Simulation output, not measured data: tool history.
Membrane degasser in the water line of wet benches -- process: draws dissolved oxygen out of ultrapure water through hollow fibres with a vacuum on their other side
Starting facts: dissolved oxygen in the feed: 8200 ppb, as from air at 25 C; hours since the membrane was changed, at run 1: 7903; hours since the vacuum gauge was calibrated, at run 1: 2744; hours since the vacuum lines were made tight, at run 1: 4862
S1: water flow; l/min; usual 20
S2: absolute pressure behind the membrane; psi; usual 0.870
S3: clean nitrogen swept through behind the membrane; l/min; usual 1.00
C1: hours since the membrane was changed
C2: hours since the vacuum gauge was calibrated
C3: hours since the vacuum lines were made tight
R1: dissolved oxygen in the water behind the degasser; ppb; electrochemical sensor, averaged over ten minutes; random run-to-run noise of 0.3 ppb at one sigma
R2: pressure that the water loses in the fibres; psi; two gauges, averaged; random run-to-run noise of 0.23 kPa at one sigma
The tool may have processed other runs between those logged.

run,hour,S1,S2,S3,C1,C2,C3,R1,R2
1,0.0,20,0.870,1.00,7903,2744,4862,128.5,8.670
2,203.6,16,0.870,1.00,8106,2948,5065,103.9,6.975
3,382.5,16,0.870,1.00,8285,3127,5244,103.5,6.936
# hour 466.6: vacuum gauge calibrated
4,573.1,16,0.870,1.00,8475,107,5434,104.3,6.956
5,777.2,16,0.870,1.00,8680,311,5638,103.9,6.923
6,970.8,16,0.870,1.00,8873,504,5832,103.6,6.976
7,1173.3,16,0.870,1.00,9076,707,6035,104.6,6.933
8,1386.0,20,0.870,1.00,9288,919,6247,128.1,8.649
9,1631.5,20,0.870,1.00,9534,1165,6493,128.8,8.686
10,1902.9,20,0.870,1.00,9805,1436,6764,127.9,8.643
11,2191.9,20,0.870,1.00,10094,1725,7053,128.0,8.644
12,2376.3,14,0.870,1.00,10279,1910,7238,91.6,6.026
13,2508.5,20,0.870,2.60,10411,2042,7370,56.8,8.630
14,2793.8,20,2.120,2.60,10696,2327,7655,211.1,8.525
15,3060.1,20,0.870,1.18,10962,2594,7921,111.9,8.609
16,3210.2,20,0.870,1.18,11113,2744,8071,112.5,8.622
17,3398.7,20,0.870,1.18,11301,2932,8260,112.0,8.679
# hour 3679.2: vacuum gauge calibrated
18,3683.4,24,0.870,2.56,11585,4,8544,70.9,10.334
19,3945.7,13,1.922,0.43,11848,266,8806,601.5,5.635
20,4120.0,20,1.941,1.32,12022,441,8981,345.0,8.569
21,4389.7,20,1.941,1.32,12291,710,9250,346.3,8.580
# hour 4428.8: seals of the vacuum lines changed
22,4524.1,28,0.870,1.02,12424,843,95,174.0,11.996
23,4756.2,28,0.870,1.02,12656,1075,327,174.3,11.980
24,4951.8,28,1.114,0.43,12852,1271,523,507.1,11.969
25,5113.2,28,0.930,1.40,13013,1432,684,153.2,11.963
26,5332.6,20,0.870,0.59,13232,1651,904,197.3,8.525
27,5530.0,20,0.870,0.59,13430,1849,1101,197.8,8.570
28,5687.0,20,0.870,0.59,13587,2006,1258,198.0,8.524
29,5807.7,30,0.870,1.00,13708,2126,1379,188.7,12.823
30,5994.8,30,0.870,1.00,13895,2314,1566,188.7,12.814
31,6145.0,31,0.686,3.00,14045,2464,1716,53.2,13.169
32,6266.6,31,0.686,3.00,14166,2585,1838,53.1,13.219

Each row is a separate what-if for the run after 32, all from the same tool condition, not one after another. Results?
A,6431.8,20,1.327,1.00,14332,2751,2003,?,?
B,6431.8,32,0.547,1.29,14332,2751,2003,?,?
C,6431.8,18,0.651,0.69,14332,2751,2003,?,?

run,R1,R2
A,261.8,8.499
B,47.9,13.564
C,75.9,7.658
With the hidden condition removed and each run's random variation left untouched, the same runs would have given:
run,R1,R2
A,261.8,8.695
B,47.8,13.876
C,75.8,7.835
